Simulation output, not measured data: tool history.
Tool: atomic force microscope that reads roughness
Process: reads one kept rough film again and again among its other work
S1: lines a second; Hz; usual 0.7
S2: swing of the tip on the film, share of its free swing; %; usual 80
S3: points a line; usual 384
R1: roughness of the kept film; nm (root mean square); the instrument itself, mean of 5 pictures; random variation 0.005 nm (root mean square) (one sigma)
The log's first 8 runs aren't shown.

run     day     S1  S2   S3     R1
  9   3.667    0.7  80  401  0.656
 10   4.229    0.7  60  384  0.653
 11   4.829    0.7  80  490  0.642
 12   5.379    0.7  80  490  0.642
 13   5.892    0.7  80  490  0.629
 14   6.338  3.208  80  384  0.554
      7.058  -- new tip fitted
 15   7.058  3.208  81  384  0.665
 16    7.45    0.7  80  384  0.745
 17   7.783    0.7  80  384  0.743
 18   8.379    0.7  80  384   0.73
 19   8.917    0.7  80  384  0.729
 20    9.55    0.7  80  384   0.72
 21   9.921    0.7  80  384  0.722
 22  10.625    0.7  55  384  0.715
 23  11.338    0.7  55  384  0.715
 24  11.679    0.7  55  384  0.716
 25  12.175  1.354  55  384  0.701
 26  12.854  1.354  55  384  0.698
 27  13.354   1.92  88  384  0.616

Forecast run 28:
 28   14  0.7  80  518   ?

R1: 0.661 nm (root mean square)
Without the tool's hidden state the same run would have given R1 0.748 nm (root mean square).
